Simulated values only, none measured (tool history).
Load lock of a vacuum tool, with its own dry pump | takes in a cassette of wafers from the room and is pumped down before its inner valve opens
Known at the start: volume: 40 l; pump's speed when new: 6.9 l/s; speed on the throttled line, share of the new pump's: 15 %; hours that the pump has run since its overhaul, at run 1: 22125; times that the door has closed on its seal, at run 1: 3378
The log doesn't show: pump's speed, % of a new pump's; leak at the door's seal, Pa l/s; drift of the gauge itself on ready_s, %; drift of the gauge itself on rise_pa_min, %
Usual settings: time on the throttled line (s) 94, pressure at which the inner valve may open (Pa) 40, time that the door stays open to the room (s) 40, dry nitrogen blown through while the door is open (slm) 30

run	day	time on the throttled line (s)	pressure at which the inner valve may open (Pa)	time that the door stays open to the room (s)	dry nitrogen blown through while the door is open (slm)	hours that the pump has run since its overhaul	times that the door has closed on its seal	incoming humidity of the room's air, %	time from the closed door until the inner valve may open (s)	rise of the pressure with all valves shut (Pa/min)
1	0.000	94	40	40	30	22125	3378	44.2	137.1	0.032
2	2.633	94	40	40	30	22188	3446	45.6	137.8	0.034
3	5.767	94	40	40	30	22264	3527	47.1	137.5	0.031
4	10.308	94	40	40	30	22373	3644	44.6	137.2	0.027
5	13.392	94	40	40	30	22446	3724	41.1	137.0	0.026
6	17.579	94	40	40	30	22547	3832	48.2	136.2	0.037
7	20.700	94	40	36	30	22622	3912	41.3	136.1	0.030
8	25.579	94	40	40	5	22739	4038	41.6	137.2	0.045
9	28.733	97	40	40	30	22815	4120	43.7	139.6	0.031
10	33.517	94	40	40	30	22930	4243	44.6	137.1	0.033
11	36.246	94	40	40	30	22995	4314	43.6	137.8	0.038
12	40.217	94	40	40	30	23090	4416	44.0	138.5	0.037
13	44.546	94	40	40	30	23194	4528	45.3	136.9	0.036
14	47.258	63	40	40	30	23259	4598	46.3	113.6	0.042
15	51.808	63	40	40	30	23369	4716	41.4	114.8	0.031
16	56.246	63	40	40	30	23475	4830	45.1	113.4	0.038
17	59.612	63	40	40	30	23556	4917	44.6	113.6	0.034
# day 61.292: dry pump taken out, an overhauled one fitted
18	64.842	63	40	40	30	85	5046	42.5	99.3	0.037
19	69.842	94	54	40	30	205	5175	45.3	123.6	0.039
20	74.154	74	54	40	10	309	5286	42.8	107.1	0.041
21	77.883	74	54	40	10	398	5383	43.7	106.4	0.044
22	82.171	94	40	40	33	501	5493	45.3	126.3	0.034
23	84.338	55	49	41	33	553	5549	44.0	91.0	0.036
24	87.104	55	49	41	33	619	5621	44.7	91.2	0.038
25	89.408	63	40	40	32	675	5680	43.2	101.1	0.032
26	92.058	94	40	40	8	738	5749	45.7	126.7	0.046
27	95.054	94	40	40	8	810	5826	44.0	125.2	0.049
28	99.967	137	40	134	10	928	5953	47.6	162.6	0.076
29	103.554	59	41	86	11	1014	6046	45.9	95.8	0.064
30	107.846	79	41	86	7	1117	6157	41.9	113.3	0.064
31	110.308	141	29	86	23	1176	6220	44.4	168.1	0.052
32	114.858	141	29	86	23	1286	6338	44.6	167.9	0.060
33	119.492	141	29	86	23	1397	6457	45.6	167.4	0.056
34	121.662	106	48	86	20	1449	6513	44.3	135.6	0.055
35	126.279	106	48	86	20	1560	6633	46.0	137.0	0.056
36	130.975	72	40	40	30	1672	6754	44.4	107.9	0.037

Some steps in time from the closed door until the inner valve may open (s) between neighbouring runs. How much of each would the tool show without its hidden state too (settings, what came in, random variation), and how much is left for the hidden state, with any gauge scatter that isn't in both results?
Run 1 -> 2: no setting changed, nothing entered. time from the closed door until the inner valve may open (s) +0.7: hidden state +0.2, all else +0.5.
Run 13 -> 14: time on the throttled line (s) 94 -> 63. time from the closed door until the inner valve may open (s) -23.3: hidden state +1.9, all else -25.2.
Run 17 -> 18: dry pump taken out, an overhauled one fitted. time from the closed door until the inner valve may open (s) -14.3: hidden state -14.0, all else -0.3.
Run 27 -> 28: time on the throttled line (s) 94 -> 137, time that the door stays open to the room (s) 40 -> 134, dry nitrogen blown through while the door is open (slm) 8 -> 10. time from the closed door until the inner valve may open (s) +37.4: hidden state +0.0, all else +37.4.
Run 28 -> 29: time on the throttled line (s) 137 -> 59, pressure at which the inner valve may open (Pa) 40 -> 41, time that the door stays open to the room (s) 134 -> 86, dry nitrogen blown through while the door is open (slm) 10 -> 11. time from the closed door until the inner valve may open (s) -66.8: hidden state +0.2, all else -67.0.
Run 30 -> 31: time on the throttled line (s) 79 -> 141, pressure at which the inner valve may open (Pa) 41 -> 29, dry nitrogen blown through while the door is open (slm) 7 -> 23. time from the closed door until the inner valve may open (s) +54.8: hidden state -0.2, all else +55.0.

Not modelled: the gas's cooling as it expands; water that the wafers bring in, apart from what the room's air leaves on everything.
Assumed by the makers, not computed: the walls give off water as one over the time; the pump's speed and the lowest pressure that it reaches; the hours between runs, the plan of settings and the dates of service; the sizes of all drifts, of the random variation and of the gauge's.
